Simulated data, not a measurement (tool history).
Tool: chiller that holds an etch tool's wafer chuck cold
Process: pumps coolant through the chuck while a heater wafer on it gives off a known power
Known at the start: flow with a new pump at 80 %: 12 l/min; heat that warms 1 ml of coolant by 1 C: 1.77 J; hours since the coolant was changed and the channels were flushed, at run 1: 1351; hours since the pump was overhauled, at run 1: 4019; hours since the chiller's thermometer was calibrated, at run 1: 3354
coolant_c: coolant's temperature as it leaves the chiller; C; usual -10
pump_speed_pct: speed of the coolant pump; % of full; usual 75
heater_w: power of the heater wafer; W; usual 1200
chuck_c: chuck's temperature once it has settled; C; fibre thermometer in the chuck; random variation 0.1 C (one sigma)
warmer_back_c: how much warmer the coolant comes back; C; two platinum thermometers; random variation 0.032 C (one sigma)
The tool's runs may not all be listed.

run    hour  coolant_c  pump_speed_pct  heater_w  hours since the coolant was changed and the channels were flushed  hours since the pump was overhauled  hours since the chiller's thermometer was calibrated  chuck_c  warmer_back_c
  1     0.0        -10              75      1200                                                               1351                                 4019                                                  3354      0.0           4.23
      185.5  -- coolant pump overhauled
  2   207.5        -10              75      1200                                                               1554                                   22                                                  3556     -1.1           3.66
  3   352.6        -10              75      1200                                                               1699                                  167                                                  3701     -1.1           3.66
  4   551.5        -10              75      1200                                                               1897                                  366                                                  3900     -0.9           3.74
  5   772.7        -10              75      1189                                                               2119                                  587                                                  4121     -0.7           3.69
  6   993.0        -10              75      1189                                                               2339                                  807                                                  4342     -0.6           3.71
  7  1106.1        -10              75      1189                                                               2452                                  921                                                  4455     -0.9           3.75
     1169.3  -- chiller's thermometer calibrated
  8  1229.5        -10              75      1189                                                               2575                                 1043                                                    60      0.1           3.77
  9  1341.9        -10              75      1279                                                               2687                                 1155                                                   173      0.9           4.12
 10  1530.3        -10              75      1331                                                               2875                                 1344                                                   361      1.3           4.30
 11  1656.1        -10              75      1331                                                               3001                                 1470                                                   487      1.4           4.27
 12  1794.0        -10              75      1331                                                               3139                                 1608                                                   625      1.4           4.28
 13  1896.7        -10              75       806                                                               3242                                 1710                                                   727     -3.2           2.62
 14  2118.1        -10              93       806                                                               3463                                 1932                                                   949     -4.1           2.03
 15  2292.2        -10              93       806                                                               3637                                 2106                                                  1123     -3.9           2.04
     2412.9  -- coolant changed, channels flushed
 16  2431.1        -10              93       806                                                                 18                                 2239                                                  1256     -4.8           2.08
 17  2642.9        -10              75      1480                                                                230                                 2450                                                  1468      1.7           4.96
 18  2740.3         -8              75      1200                                                                327                                 2548                                                  1565      1.5           4.00
 19  2902.2         -8              75      1200                                                                489                                 2710                                                  1727      1.7           4.02
 20  3013.8         -8              75      1200                                                                601                                 2821                                                  1838      1.6           4.03
 21  3134.5         -8              75      1200                                                                722                                 2942                                                  1959      1.6           4.05
 22  3337.1         -8              75      1200                                                                924                                 3145                                                  2162      1.7           4.11
 23  3524.7        -13              75      1200                                                               1112                                 3332                                                  2349     -3.1           4.17
 24  3670.4         -7              63       728                                                               1258                                 3478                                                  2495     -0.1           3.11
 25  3797.9        -15              73       846                                                               1385                                 3605                                                  2623     -7.9           3.03
 26  3956.1        -15              73       846                                                               1543                                 3764                                                  2781     -7.9           3.05
 27  4139.7         -8              64       970                                                               1727                                 3947                                                  2964      1.3           4.16
 28  4250.9        -19              67      1442                                                               1838                                 4058                                                  3076     -5.2           5.90
 29  4354.5        -10              89       608                                                               1942                                 4162                                                  3179     -5.8           1.75
     4391.5  -- coolant pump overhauled
 30  4578.5        -10              89       608                                                               2161                                  187                                                  3398     -6.2           1.50
 31  4777.8        -10              75      1468                                                               2360                                  386                                                  3598      1.6           4.57
 32  4991.5        -14              75      1200                                                               2574                                  600                                                  3811     -4.5           3.73

3 ways to go on from here, each from the tool as it stands after run 32. What would each give?
  A  5143.6        -10              83       825                                                               2726                                  752                                                  3963        ?              ?
  B  5143.6        -16              75      1200                                                               2726                                  752                                                  3963        ?              ?
  C  5143.6         -2              69      1024                                                               2726                                  752                                                  3963        ?              ?

run  chuck_c  warmer_back_c
  A     -3.8           2.26
  B     -6.5           3.77
  C      6.5           3.56
Without the tool's hidden state the same runs would have given:
run  chuck_c  warmer_back_c
  A     -3.9           2.19
  B     -6.9           3.65
  C      6.1           3.46
